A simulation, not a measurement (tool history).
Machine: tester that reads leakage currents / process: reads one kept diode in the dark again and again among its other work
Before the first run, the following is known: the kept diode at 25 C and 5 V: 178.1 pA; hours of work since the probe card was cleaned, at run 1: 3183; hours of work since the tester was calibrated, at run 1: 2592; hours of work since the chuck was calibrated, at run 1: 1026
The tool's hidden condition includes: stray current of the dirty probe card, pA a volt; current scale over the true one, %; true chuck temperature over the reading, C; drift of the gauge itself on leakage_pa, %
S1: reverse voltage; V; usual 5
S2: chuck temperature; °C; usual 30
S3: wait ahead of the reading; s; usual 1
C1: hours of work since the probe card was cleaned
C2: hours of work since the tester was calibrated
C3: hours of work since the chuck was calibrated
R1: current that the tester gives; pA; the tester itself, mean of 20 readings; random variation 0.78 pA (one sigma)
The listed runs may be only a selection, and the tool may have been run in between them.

run	hour	S1	S2	S3	C1	C2	C3	R1
1	0	5	30	1	3183	2592	1026	278.34
2	162.5	5	30	0.45	3285	2694	1127	282.56
# hour 321.7: probe card cleaned and baked
3	387.3	5	30	0.45	41	2833	1266	280.25
4	534.1	1.8	30	0.45	133	2925	1358	201.81
5	738.6	1.8	30	0.45	261	3052	1486	202.92
6	929	1.8	30	0.45	380	3171	1605	205.25
7	1156.3	1.8	30	0.45	522	3313	1747	206.92
8	1312.6	1.8	30	0.45	620	3411	1845	207.63
# hour 1331.7: chuck's temperature calibrated
9	1527.7	5	30	9.07	753	3544	123	261.61
10	1723.8	5	25	0.4	875	3667	245	185.38
11	1839.9	5	30	0.63	948	3740	318	265.11
12	2008.6	16.24	54	0.6	1053	3845	423	1995.66

What if the next run were any one of these 3? Each begins from the tool's condition after run 12:
A	2175.9	16.24	36	0.6	1158	3950	528	?
B	2175.9	16.24	23	0.6	1158	3950	528	?
C	2175.9	16.43	30	1	1158	3950	528	?

run	R1
A	611.38
B	243.76
C	403.72
Stripped of hidden state, with their random variation kept, the same runs would have yielded:
run	R1
A	590.49
B	230.35
C	386.67
